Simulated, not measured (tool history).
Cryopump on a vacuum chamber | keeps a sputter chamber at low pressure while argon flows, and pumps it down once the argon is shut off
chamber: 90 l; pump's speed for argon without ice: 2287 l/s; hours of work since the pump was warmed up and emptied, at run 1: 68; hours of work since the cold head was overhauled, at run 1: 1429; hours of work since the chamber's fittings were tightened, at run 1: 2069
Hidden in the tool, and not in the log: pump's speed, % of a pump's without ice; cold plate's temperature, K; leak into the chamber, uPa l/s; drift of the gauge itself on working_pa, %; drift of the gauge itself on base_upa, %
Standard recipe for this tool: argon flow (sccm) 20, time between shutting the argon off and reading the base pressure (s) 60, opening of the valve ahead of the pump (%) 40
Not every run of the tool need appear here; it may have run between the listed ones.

run    hour  argon flow (sccm)  time between shutting the argon off and reading the base pressure (s)  opening of the valve ahead of the pump (%)  hours of work since the pump was warmed up and emptied  hours of work since the cold head was overhauled  hours of work since the chamber's fittings were tightened  pressure while argon flows (Pa)  pressure after the wait (uPa)
  1       0                 20                                                                     60                                          40                                                      68                                              1429                                                       2069                           0.0386                           1.26
  2      86                 20                                                                     60                                          40                                                     145                                              1506                                                       2146                           0.0392                           1.39
  3   142.3                 20                                                                     88                                          40                                                     196                                              1556                                                       2196                           0.0404                           1.37
  4   213.4                 20                                                                     88                                          55                                                     259                                              1620                                                       2260                            0.032                           1.52
  5   264.8                 20                                                                     88                                          55                                                     306                                              1666                                                       2306                           0.0319                           1.63
  6   356.7                 20                                                                     88                                          55                                                     388                                              1749                                                       2389                            0.033                           1.72
      375.8  -- pump warmed up, emptied and cooled again
  7   405.7                 20                                                                     88                                          55                                                      27                                              1788                                                       2428                           0.0274                           1.31
  8   461.8                 20                                                                     88                                          55                                                      77                                              1839                                                       2478                           0.0278                           1.39
  9   501.4                 20                                                                     88                                          55                                                     113                                              1874                                                       2514                           0.0282                           1.41
 10   561.2                 20                                                                     60                                          40                                                     166                                              1928                                                       2568                           0.0409                           1.61
 11     613                 20                                                                    119                                          40                                                     213                                              1974                                                       2614                           0.0407                           1.56
 12   660.7                 20                                                                    119                                          40                                                     256                                              2017                                                       2657                           0.0402                           1.59
 13   743.6                 38                                                                    233                                          24                                                     330                                              2092                                                       2731                           0.1261                           1.71
      822.8  -- leaking fittings of the chamber tightened, without venting
      834.5  -- pump warmed up, emptied and cooled again
 14   842.6                 33                                                                     35                                          40                                                       7                                              2174                                                         13                           0.0629                            0.6
 15     905                 33                                                                     35                                          30                                                      63                                              2230                                                         69                           0.0826                           0.65
 16   955.4                 33                                                                     35                                          30                                                     108                                              2275                                                        114                           0.0837                           0.63
 17  1030.5                 20                                                                    112                                          18                                                     176                                              2343                                                        182                           0.0857                           0.38
 18  1079.1                 20                                                                    206                                          40                                                     220                                              2386                                                        226                           0.0396                           0.39
 19  1168.1                 20                                                                     60                                          21                                                     299                                              2466                                                        305                           0.0745                           0.61
 20  1245.3                 39                                                                     51                                          36                                                     369                                              2536                                                        375                           0.0911                           0.71
     1289.4  -- pump warmed up, emptied and cooled again
 21  1322.9                 39                                                                     51                                          36                                                      30                                              2601                                                        440                            0.082                           0.68
 22  1407.3                 39                                                                     51                                          36                                                     106                                              2677                                                        516                           0.0838                           0.73

What will run 23 give?
 23  1457.6                 39                                                                    207                                          36                                                     151                                              2722                                                        561                                ?                              ?

pressure while argon flows (Pa): 0.0854
pressure after the wait (uPa): 0.47
Take away the tool's hidden state, keep the run-to-run variation as it was, and the same run would have given pressure while argon flows (Pa) 0.0808, pressure after the wait (uPa) 0.17.
